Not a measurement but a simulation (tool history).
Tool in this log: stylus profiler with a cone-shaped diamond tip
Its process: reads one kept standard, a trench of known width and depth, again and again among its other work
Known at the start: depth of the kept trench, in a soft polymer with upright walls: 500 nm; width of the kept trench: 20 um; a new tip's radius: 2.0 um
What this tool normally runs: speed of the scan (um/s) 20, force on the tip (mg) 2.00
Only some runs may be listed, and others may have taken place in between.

run,day,speed of the scan (um/s),force on the tip (mg),depth of the trench (nm),width of the trench's floor (µm)
1,0.000,20,2.00,504.48,17.21
2,1.438,20,2.00,504.35,17.24
3,3.779,6,2.00,504.58,17.30
4,4.975,6,2.00,504.40,17.34
5,7.254,6,2.00,504.59,17.32
6,8.904,6,2.00,504.41,17.27
7,10.392,20,2.00,504.32,17.34
8,11.475,20,2.00,504.11,17.26
9,13.171,7,2.00,504.45,17.28
10,15.117,7,2.00,504.44,17.28
11,16.446,20,2.00,504.40,17.25
12,18.704,6,2.00,504.65,17.31
13,20.721,20,2.00,504.06,17.30
14,22.483,20,2.00,504.32,17.22
15,23.571,20,2.00,504.62,17.19
16,25.446,20,2.00,504.19,17.21
17,26.458,20,2.00,504.20,17.28
18,28.062,20,2.00,504.34,17.27
19,30.408,20,2.00,504.37,17.25
20,32.512,79,2.00,504.47,16.96
21,33.800,79,2.00,504.52,17.02
22,34.792,79,2.00,504.22,17.00
23,36.567,79,2.00,504.48,16.94
24,37.792,79,2.00,504.36,16.92
25,39.417,10,1.42,503.52,17.30
26,40.996,10,1.42,503.58,17.30
27,42.400,10,2.07,504.31,17.27
28,44.392,6,4.83,507.86,17.33

Run 29 has not been measured yet. What should we expect?
29,46.392,18,3.73,?,?

depth of the trench (nm): 506.53
width of the trench's floor (µm): 17.28
With the hidden condition absent and the run-to-run variation left alone, this run would have shown depth of the trench (nm) 506.55, width of the trench's floor (µm) 17.29.
